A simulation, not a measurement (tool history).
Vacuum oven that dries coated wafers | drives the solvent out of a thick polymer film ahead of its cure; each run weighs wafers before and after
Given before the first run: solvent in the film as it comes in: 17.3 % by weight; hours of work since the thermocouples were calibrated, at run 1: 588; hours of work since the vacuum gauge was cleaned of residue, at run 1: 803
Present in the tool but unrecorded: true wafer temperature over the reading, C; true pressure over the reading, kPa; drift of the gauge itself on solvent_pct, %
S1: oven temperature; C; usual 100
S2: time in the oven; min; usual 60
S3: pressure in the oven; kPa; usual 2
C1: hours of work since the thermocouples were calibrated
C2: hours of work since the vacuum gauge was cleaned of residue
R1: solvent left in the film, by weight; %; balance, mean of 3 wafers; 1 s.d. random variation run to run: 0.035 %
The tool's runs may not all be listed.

run 1 hour=0 | S1=100 S2=60 S3=2 | C1=588 C2=803 | R1=2.53
run 2 hour=78.5 | S1=86 S2=60 S3=2 | C1=621 C2=835 | R1=6.73
run 3 hour=124 | S1=86 S2=102 S3=2 | C1=640 C2=854 | R1=4.18
run 4 hour=179 | S1=86 S2=102 S3=2 | C1=662 C2=877 | R1=4.24
run 5 hour=219.3 | S1=86 S2=102 S3=2 | C1=679 C2=893 | R1=4.15
run 6 hour=262.5 | S1=86 S2=102 S3=2 | C1=697 C2=911 | R1=4.25
-- hour=273.5 oven's thermocouples calibrated
run 7 hour=359 | S1=86 S2=103 S3=2 | C1=35 C2=950 | R1=3.5
run 8 hour=412.8 | S1=86 S2=103 S3=2 | C1=58 C2=972 | R1=3.52
run 9 hour=464.1 | S1=100 S2=60 S3=6.71 | C1=79 C2=994 | R1=2.83
run 10 hour=531.3 | S1=100 S2=60 S3=6.71 | C1=107 C2=1021 | R1=2.87
run 11 hour=628 | S1=100 S2=60 S3=7.66 | C1=147 C2=1061 | R1=3.07
run 12 hour=705.8 | S1=100 S2=60 S3=7.66 | C1=179 C2=1094 | R1=3.04
run 13 hour=762.3 | S1=100 S2=39 S3=7.66 | C1=202 C2=1117 | R1=4.81
run 14 hour=804.1 | S1=100 S2=39 S3=7.66 | C1=219 C2=1134 | R1=4.71
run 15 hour=894.5 | S1=100 S2=39 S3=2.94 | C1=257 C2=1172 | R1=4.04
run 16 hour=988.5 | S1=107 S2=60 S3=2 | C1=296 C2=1210 | R1=1.02
run 17 hour=1056.1 | S1=98 S2=60 S3=2 | C1=324 C2=1238 | R1=2.67
run 18 hour=1104.8 | S1=100 S2=60 S3=2 | C1=344 C2=1259 | R1=2.12
run 19 hour=1160.3 | S1=100 S2=100 S3=2 | C1=367 C2=1282 | R1=0.91
-- hour=1167.7 vacuum gauge cleaned of residue and calibrated
run 20 hour=1204 | S1=100 S2=100 S3=2 | C1=384 C2=15 | R1=1.03
run 21 hour=1300.5 | S1=100 S2=60 S3=7.08 | C1=424 C2=55 | R1=3.1
run 22 hour=1397.3 | S1=110 S2=60 S3=2 | C1=464 C2=95 | R1=0.76
run 23 hour=1475.3 | S1=110 S2=60 S3=2 | C1=496 C2=127 | R1=0.81
run 24 hour=1543.3 | S1=110 S2=60 S3=6.24 | C1=524 C2=155 | R1=1.33
run 25 hour=1630.8 | S1=96 S2=56 S3=1.99 | C1=561 C2=191 | R1=3.7
-- hour=1680.3 vacuum gauge cleaned of residue and calibrated, once more
run 26 hour=1695.5 | S1=96 S2=56 S3=1.99 | C1=587 C2=6 | R1=3.56
run 27 hour=1767.6 | S1=111 S2=57 S3=1.03 | C1=617 C2=36 | R1=0.56
run 28 hour=1834.4 | S1=98 S2=40 S3=4.58 | C1=644 C2=64 | R1=5.11
run 29 hour=1883.3 | S1=98 S2=40 S3=4.58 | C1=664 C2=84 | R1=5.05
run 30 hour=1948 | S1=98 S2=40 S3=4.58 | C1=691 C2=111 | R1=5.08
-- hour=1970.3 oven's thermocouples calibrated
run 31 hour=2016.5 | S1=115 S2=60 S3=6.5 | C1=19 C2=138 | R1=0.79
run 32 hour=2083.7 | S1=115 S2=60 S3=6.5 | C1=47 C2=166 | R1=0.83
run 33 hour=2170.9 | S1=94 S2=64 S3=2.76 | C1=83 C2=202 | R1=3.46
run 34 hour=2264.6 | S1=93 S2=74 S3=5.98 | C1=122 C2=241 | R1=3.76
run 35 hour=2362 | S1=93 S2=74 S3=5.98 | C1=162 C2=281 | R1=3.8
run 36 hour=2420.3 | S1=93 S2=39 S3=5.98 | C1=186 C2=305 | R1=6.67
run 37 hour=2465.5 | S1=100 S2=60 S3=2.48 | C1=205 C2=324 | R1=2.2
run 38 hour=2512.1 | S1=102 S2=87 S3=1.06 | C1=224 C2=343 | R1=0.68
run 39 hour=2606.9 | S1=102 S2=39 S3=2.36 | C1=263 C2=382 | R1=3.45
run 40 hour=2678.6 | S1=100 S2=60 S3=4.52 | C1=293 C2=412 | R1=2.56
run 41 hour=2769.8 | S1=100 S2=31 S3=1.66 | C1=331 C2=450 | R1=5.1
run 42 hour=2838.2 | S1=109 S2=48 S3=1.75 | C1=359 C2=478 | R1=1.21
run 43 hour=2883.9 | S1=104 S2=34 S3=2 | C1=378 C2=497 | R1=3.58
run 44 hour=2943.6 | S1=114 S2=56 S3=2.01 | C1=402 C2=522 | R1=0.44
run 45 hour=2985.4 | S1=114 S2=57 S3=1.3 | C1=420 C2=539 | R1=0.42
run 46 hour=3033.2 | S1=89 S2=93 S3=2.91 | C1=439 C2=559 | R1=3.62

Entry by entry between the runs, the difference in hidden state between the last listed run before and the first listed run after:
In the gap between runs 6 and 7: oven's thermocouples calibrated (hour 273.5)
  true wafer temperature over the reading, C: -2.11 -> 0.13; true pressure over the reading, kPa: 0.428 -> 0.447
  the result without the hidden state subtracted from the measured one, R1: +0.76 -> +0.08 %
In the gap between runs 19 and 20: vacuum gauge cleaned of residue and calibrated (hour 1167.7)
  true wafer temperature over the reading, C: -0.63 -> -0.67; true pressure over the reading, kPa: 0.605 -> 1.008
  the result without the hidden state subtracted from the measured one, R1: +0.17 -> +0.25 %
In the gap between runs 25 and 26: vacuum gauge cleaned of residue and calibrated, once more (hour 1680.3)
  true wafer temperature over the reading, C: -1.08 -> -1.14; true pressure over the reading, kPa: 1.091 -> 0.01
  the result without the hidden state subtracted from the measured one, R1: +0.5 -> +0.32 %
In the gap between runs 30 and 31: oven's thermocouples calibrated (hour 1970.3)
  true wafer temperature over the reading, C: -1.38 -> 0.01; true pressure over the reading, kPa: 0.058 -> 0.071
  the result without the hidden state subtracted from the measured one, R1: +0.44 -> +0.01 %
